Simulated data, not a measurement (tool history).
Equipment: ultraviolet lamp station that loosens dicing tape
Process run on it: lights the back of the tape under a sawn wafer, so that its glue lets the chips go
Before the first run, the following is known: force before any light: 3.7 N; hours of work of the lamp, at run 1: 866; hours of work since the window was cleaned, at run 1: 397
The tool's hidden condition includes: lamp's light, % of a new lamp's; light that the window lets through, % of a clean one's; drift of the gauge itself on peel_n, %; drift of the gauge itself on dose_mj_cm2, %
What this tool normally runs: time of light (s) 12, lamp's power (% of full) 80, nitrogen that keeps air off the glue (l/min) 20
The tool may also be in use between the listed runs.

| run | day | time of light (s) | lamp's power (% of full) | nitrogen that keeps air off the glue (l/min) | hours of work of the lamp | hours of work since the window was cleaned | force that peels the tape off (N) | light that reached the tape (J/m2) |
|---|---|---|---|---|---|---|---|---|
| 1 | 0 | 12 | 80 | 20 | 866 | 397 | 0.455 | 3890 |
| 2 | 2.042 | 12 | 80 | 38 | 898 | 430 | 0.315 | 3870 |
|  | 3.292 | window cleaned of glue's vapour |
| 3 | 4.004 | 12 | 80 | 38 | 929 | 11 | 0.308 | 3900 |
|  | 5.688 | lamp changed |
| 4 | 6.417 | 12 | 80 | 38 | 12 | 49 | 0.325 | 3890 |
| 5 | 8.571 | 12 | 80 | 10 | 46 | 83 | 0.721 | 3910 |
| 6 | 10.542 | 12 | 80 | 10 | 77 | 115 | 0.717 | 3910 |
| 7 | 13.025 | 12 | 80 | 10 | 117 | 154 | 0.721 | 3870 |
| 8 | 14.533 | 12 | 80 | 8 | 141 | 178 | 0.821 | 3920 |
| 9 | 15.833 | 12 | 80 | 8 | 161 | 199 | 0.827 | 3890 |
| 10 | 17.817 | 12 | 80 | 8 | 193 | 230 | 0.818 | 3860 |
| 11 | 19.383 | 16 | 80 | 8 | 218 | 255 | 0.544 | 5190 |

For each entry between runs, how does the tool's hidden state at the last listed run before it compare with that at the first listed run after it?
Logged between run 2 and run 3: window cleaned of glue's vapour (day 3.292)
  light that the window lets through, % of a clean one's: 99.9 -> 100
Logged between run 3 and run 4: lamp changed (day 5.688)
  lamp's light, % of a new lamp's: 99.8 -> 100

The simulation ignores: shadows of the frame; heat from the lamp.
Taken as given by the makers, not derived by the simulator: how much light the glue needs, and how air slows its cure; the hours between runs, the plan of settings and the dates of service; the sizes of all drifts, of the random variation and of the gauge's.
